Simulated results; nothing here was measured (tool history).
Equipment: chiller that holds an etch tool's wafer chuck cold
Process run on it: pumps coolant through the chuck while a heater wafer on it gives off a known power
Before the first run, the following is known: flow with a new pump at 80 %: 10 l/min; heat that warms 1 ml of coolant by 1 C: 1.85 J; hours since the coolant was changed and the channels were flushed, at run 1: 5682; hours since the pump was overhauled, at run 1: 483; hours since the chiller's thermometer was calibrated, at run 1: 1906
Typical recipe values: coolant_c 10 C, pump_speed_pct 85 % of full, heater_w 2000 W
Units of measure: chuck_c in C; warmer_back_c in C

run    hour  coolant_c  pump_speed_pct  heater_w  hours since the coolant was changed and the channels were flushed  hours since the pump was overhauled  hours since the chiller's thermometer was calibrated  chuck_c  warmer_back_c
  1     0.0         10              85      2000                                                               5682                                  483                                                  1906     26.4           6.11
  2    85.5         10              85      2000                                                               5767                                  569                                                  1991     26.3           6.14
  3   157.0         10              85      2000                                                               5839                                  640                                                  2063     26.1           6.10
  4   211.3         10              85      2000                                                               5893                                  694                                                  2117     26.3           6.13
  5   287.8         10              85      2000                                                               5969                                  771                                                  2194     26.6           6.17
  6   330.0         10              62      2000                                                               6012                                  813                                                  2236     30.6           8.37
  7   376.8         10              62      2000                                                               6058                                  860                                                  2283     30.6           8.32
  8   430.0         10              62      2000                                                               6112                                  913                                                  2336     30.4           8.43
  9   482.5         10              62      2000                                                               6164                                  966                                                  2388     30.6           8.34
 10   518.1          5              85      2000                                                               6200                                 1001                                                  2424     21.2           6.19
 11   606.3          5              85      2000                                                               6288                                 1089                                                  2512     21.5           6.14
 12   679.4          5              85      2000                                                               6361                                 1163                                                  2585     21.2           6.18
      687.0  -- chiller's thermometer calibrated
 13   746.4          5              85      2000                                                               6427                                 1229                                                    59     21.3           6.21
 14   788.8         15              66      1855                                                               6469                                 1271                                                   102     33.2           7.35
 15   863.7          9              64      2107                                                               6544                                 1346                                                   177     30.1           8.62
 16   910.4          9              64      2107                                                               6591                                 1393                                                   223     30.3           8.65
 17   971.8          9              64      2107                                                               6652                                 1454                                                   285     30.1           8.58
 18  1052.2          2              90      2390                                                               6733                                 1534                                                   365     20.6           7.00
 19  1092.8         15              85      2058                                                               6773                                 1575                                                   406     31.8           6.41
 20  1144.1          1              85      1195                                                               6825                                 1626                                                   457     10.7           3.76
 21  1209.7          1              85      1912                                                               6890                                 1692                                                   523     16.4           5.92
 22  1256.5          1              82      1885                                                               6937                                 1739                                                   569     16.8           6.11
 23  1320.7          1              82      1885                                                               7001                                 1803                                                   634     16.8           6.11

Forecast each of these 5 alternatives for the next run:
  A  1370.7          3              71      2000                                                               7051                                 1853                                                   684        ?              ?
  B  1370.7         13              85      2000                                                               7051                                 1853                                                   684        ?              ?
  C  1370.7         17              65      2312                                                               7051                                 1853                                                   684        ?              ?
  D  1370.7         18              65      1090                                                               7051                                 1853                                                   684        ?              ?
  E  1370.7          7              82      1885                                                               7051                                 1853                                                   684        ?              ?

run  chuck_c  warmer_back_c
  A     21.6           7.46
  B     29.3           6.25
  C     39.8           9.28
  D     28.8           4.48
  E     22.6           6.10
What these runs would have given with no unlogged condition in the tool:
run  chuck_c  warmer_back_c
  A     21.6           7.34
  B     29.3           6.13
  C     39.7           9.16
  D     28.8           4.36
  E     22.6           5.97
